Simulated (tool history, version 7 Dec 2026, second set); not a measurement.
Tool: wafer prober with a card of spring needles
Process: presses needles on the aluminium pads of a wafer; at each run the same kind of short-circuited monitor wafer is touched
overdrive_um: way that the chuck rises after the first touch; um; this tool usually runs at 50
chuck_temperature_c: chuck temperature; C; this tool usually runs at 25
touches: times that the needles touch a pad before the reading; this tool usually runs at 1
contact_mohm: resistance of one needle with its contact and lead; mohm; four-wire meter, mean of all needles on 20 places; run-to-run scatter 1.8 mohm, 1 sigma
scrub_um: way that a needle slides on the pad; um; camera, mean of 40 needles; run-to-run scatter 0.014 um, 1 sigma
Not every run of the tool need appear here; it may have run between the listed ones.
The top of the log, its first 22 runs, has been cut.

-- hour=336.7 tips cleaned on abrasive film
-- hour=348.3 tips cleaned on abrasive film
run 23 hour=351 | overdrive_um=56 chuck_temperature_c=25 touches=2 | contact_mohm=190 scrub_um=6.82
-- hour=359.7 tips cleaned on abrasive film
run 24 hour=362.8 | overdrive_um=56 chuck_temperature_c=25 touches=2 | contact_mohm=190 scrub_um=6.79
-- hour=372.3 tips cleaned on abrasive film
run 25 hour=377.6 | overdrive_um=50 chuck_temperature_c=46 touches=1 | contact_mohm=196 scrub_um=6.06
-- hour=385.4 tips cleaned on abrasive film
-- hour=397.5 tips cleaned on abrasive film
run 26 hour=399.6 | overdrive_um=34 chuck_temperature_c=44 touches=1 | contact_mohm=205 scrub_um=4.11
-- hour=409.9 tips cleaned on abrasive film
run 27 hour=417.7 | overdrive_um=48 chuck_temperature_c=36 touches=2 | contact_mohm=192 scrub_um=5.79
-- hour=422.1 tips cleaned on abrasive film
run 28 hour=428.6 | overdrive_um=36 chuck_temperature_c=28 touches=1 | contact_mohm=197 scrub_um=4.35
-- hour=434.3 tips cleaned on abrasive film
run 29 hour=441.3 | overdrive_um=36 chuck_temperature_c=28 touches=1 | contact_mohm=197 scrub_um=4.33
-- hour=446.8 tips cleaned on abrasive film
-- hour=458.7 tips cleaned on abrasive film
run 30 hour=461.4 | overdrive_um=31 chuck_temperature_c=28 touches=2 | contact_mohm=207 scrub_um=3.72
-- hour=470.2 tips cleaned on abrasive film
run 31 hour=481.3 | overdrive_um=56 chuck_temperature_c=25 touches=2 | contact_mohm=190 scrub_um=6.68
-- hour=482.5 tips cleaned on abrasive film
-- hour=495.2 tips cleaned on abrasive film
run 32 hour=497.1 | overdrive_um=50 chuck_temperature_c=64 touches=1 | contact_mohm=201 scrub_um=6

Branching from run 32: 3 alternative next runs. What would each branch give?
-- hour=507.4 tips cleaned on abrasive film
run A hour=518.5 | overdrive_um=50 chuck_temperature_c=64 touches=1 | contact_mohm=? scrub_um=?
-- hour=507.4 tips cleaned on abrasive film
run B hour=518.5 | overdrive_um=50 chuck_temperature_c=64 touches=2 | contact_mohm=? scrub_um=?
-- hour=507.4 tips cleaned on abrasive film
run C hour=518.5 | overdrive_um=47 chuck_temperature_c=104 touches=1 | contact_mohm=? scrub_um=?

run=A contact_mohm=202 scrub_um=5.99
run=B contact_mohm=199 scrub_um=5.98
run=C contact_mohm=209 scrub_um=5.63
What these runs would have given with no unlogged condition in the tool:
run=A contact_mohm=202 scrub_um=6.18
run=B contact_mohm=199 scrub_um=6.16
run=C contact_mohm=209 scrub_um=5.8
